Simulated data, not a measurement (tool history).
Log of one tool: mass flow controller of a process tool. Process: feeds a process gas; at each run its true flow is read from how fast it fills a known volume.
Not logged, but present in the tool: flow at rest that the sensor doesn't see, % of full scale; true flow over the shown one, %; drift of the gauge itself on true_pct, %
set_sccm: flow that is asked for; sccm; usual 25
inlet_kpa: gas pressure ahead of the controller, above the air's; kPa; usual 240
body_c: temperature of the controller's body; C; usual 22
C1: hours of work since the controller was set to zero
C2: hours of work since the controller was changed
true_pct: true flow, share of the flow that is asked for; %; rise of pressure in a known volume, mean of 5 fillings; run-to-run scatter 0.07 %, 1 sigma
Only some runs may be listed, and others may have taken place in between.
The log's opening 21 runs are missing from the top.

{"run": 22, "hour": 1504.4, "set_sccm": 29, "inlet_kpa": 185, "body_c": 22, "C1": 201, "C2": 666, "true_pct": 98.8}
{"hour": 1537.5, "done": "controller's zero set anew, once more"}
{"run": 23, "hour": 1545.8, "set_sccm": 47, "inlet_kpa": 258, "body_c": 24, "C1": 3, "C2": 681, "true_pct": 99.21}
{"run": 24, "hour": 1617.7, "set_sccm": 47, "inlet_kpa": 258, "body_c": 24, "C1": 29, "C2": 707, "true_pct": 99.06}
{"run": 25, "hour": 1661.9, "set_sccm": 37, "inlet_kpa": 240, "body_c": 27, "C1": 45, "C2": 723, "true_pct": 98.18}
{"run": 26, "hour": 1735.7, "set_sccm": 37, "inlet_kpa": 155, "body_c": 30, "C1": 72, "C2": 750, "true_pct": 98.43}
{"run": 27, "hour": 1815.1, "set_sccm": 37, "inlet_kpa": 196, "body_c": 21, "C1": 101, "C2": 779, "true_pct": 98.97}
{"run": 28, "hour": 1909.3, "set_sccm": 37, "inlet_kpa": 196, "body_c": 21, "C1": 136, "C2": 814, "true_pct": 99.13}
{"run": 29, "hour": 1986.6, "set_sccm": 11, "inlet_kpa": 198, "body_c": 22, "C1": 164, "C2": 842, "true_pct": 97.36}
{"run": 30, "hour": 2076.5, "set_sccm": 14, "inlet_kpa": 266, "body_c": 22, "C1": 197, "C2": 875, "true_pct": 97.16}

Here are 4 independent what-if runs from the current tool condition. What would each one return?
{"run": "A", "hour": 2135.0, "set_sccm": 16, "inlet_kpa": 266, "body_c": 22, "C1": 218, "C2": 896, "true_pct": "?"}
{"run": "B", "hour": 2135.0, "set_sccm": 6, "inlet_kpa": 240, "body_c": 22, "C1": 218, "C2": 896, "true_pct": "?"}
{"run": "C", "hour": 2135.0, "set_sccm": 14, "inlet_kpa": 182, "body_c": 26, "C1": 218, "C2": 896, "true_pct": "?"}
{"run": "D", "hour": 2135.0, "set_sccm": 30, "inlet_kpa": 169, "body_c": 28, "C1": 218, "C2": 896, "true_pct": "?"}

run=A true_pct=97.07
run=B true_pct=96.90
run=C true_pct=97.12
run=D true_pct=98.13
The same runs, with their run-to-run variation unchanged, on a tool lacking any hidden condition would have given:
run=A true_pct=97.46
run=B true_pct=97.04
run=C true_pct=97.49
run=D true_pct=98.59

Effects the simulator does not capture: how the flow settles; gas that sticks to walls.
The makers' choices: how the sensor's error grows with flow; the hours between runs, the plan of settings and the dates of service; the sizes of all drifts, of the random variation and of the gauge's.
